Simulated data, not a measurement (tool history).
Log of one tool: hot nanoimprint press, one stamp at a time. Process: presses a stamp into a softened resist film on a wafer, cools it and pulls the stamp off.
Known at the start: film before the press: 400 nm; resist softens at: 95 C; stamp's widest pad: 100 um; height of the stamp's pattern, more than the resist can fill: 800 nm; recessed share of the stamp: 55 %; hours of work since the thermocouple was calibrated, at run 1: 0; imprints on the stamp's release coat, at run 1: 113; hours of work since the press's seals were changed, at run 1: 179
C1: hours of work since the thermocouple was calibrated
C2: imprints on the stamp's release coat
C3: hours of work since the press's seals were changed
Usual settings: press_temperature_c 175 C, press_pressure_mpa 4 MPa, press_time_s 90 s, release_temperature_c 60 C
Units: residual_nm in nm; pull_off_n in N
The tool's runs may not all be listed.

Run 1, hour 0: usual settings; C1 0; C2 113; C3 179. Result: residual_nm 191.8 nm, pull_off_n 238 N.
Run 2, hour 18.1: usual settings; C1 10; C2 168; C3 189. Result: residual_nm 190.5 nm, pull_off_n 236 N.
Run 3, hour 34.2: usual settings; C1 19; C2 218; C3 198. Result: residual_nm 191.3 nm, pull_off_n 245 N.
Run 4, hour 47.9: usual settings but press_pressure_mpa 5.48 MPa; C1 27; C2 260; C3 205. Result: residual_nm 167.3 nm, pull_off_n 248 N.
Run 5, hour 79.2: usual settings; C1 44; C2 356; C3 223. Result: residual_nm 190 nm, pull_off_n 259 N.
Run 6, hour 108.8: usual settings; C1 61; C2 446; C3 239. Result: residual_nm 189.9 nm, pull_off_n 256 N.
Run 7, hour 136.5: usual settings; C1 76; C2 531; C3 255. Result: residual_nm 189.3 nm, pull_off_n 265 N.
Run 8, hour 154.6: usual settings; C1 86; C2 587; C3 265. Result: residual_nm 190.5 nm, pull_off_n 284 N.
Run 9, hour 185.1: usual settings; C1 103; C2 680; C3 282. Result: residual_nm 189.5 nm, pull_off_n 284 N.
Run 10, hour 204.7: usual settings but press_temperature_c 163 C, release_temperature_c 49 C; C1 114; C2 740; C3 293. Result: residual_nm 305.8 nm, pull_off_n 307 N.
Run 11, hour 232.3: usual settings but press_temperature_c 163 C, release_temperature_c 49 C; C1 129; C2 825; C3 308. Result: residual_nm 305.6 nm, pull_off_n 319 N.
Run 12, hour 257.9: usual settings but press_temperature_c 163 C, press_pressure_mpa 5.85 MPa, press_time_s 59 s, release_temperature_c 50 C; C1 144; C2 903; C3 322. Result: residual_nm 307.4 nm, pull_off_n 326 N.
Run 13, hour 275: usual settings but release_temperature_c 47 C; C1 153; C2 956; C3 332. Result: residual_nm 188.1 nm, pull_off_n 333 N.

Forecast each of these 3 alternatives for the next run:
Run A, hour 296: usual settings but press_temperature_c 181 C, press_pressure_mpa 3.81 MPa, release_temperature_c 47 C; C1 165; C2 1020; C3 343. Result: residual_nm ?, pull_off_n ?.
Run B, hour 296: usual settings but press_temperature_c 178 C, press_time_s 75 s; C1 165; C2 1020; C3 343. Result: residual_nm ?, pull_off_n ?.
Run C, hour 296: usual settings but press_time_s 55 s, release_temperature_c 47 C; C1 165; C2 1020; C3 343. Result: residual_nm ?, pull_off_n ?.

run  residual_nm  pull_off_n
  A        144.3         332
  B          176         315
  C        225.6         342
Without the tool's hidden state the same runs would have given:
run  residual_nm  pull_off_n
  A        147.3         246
  B        179.5         234
  C        229.7         254

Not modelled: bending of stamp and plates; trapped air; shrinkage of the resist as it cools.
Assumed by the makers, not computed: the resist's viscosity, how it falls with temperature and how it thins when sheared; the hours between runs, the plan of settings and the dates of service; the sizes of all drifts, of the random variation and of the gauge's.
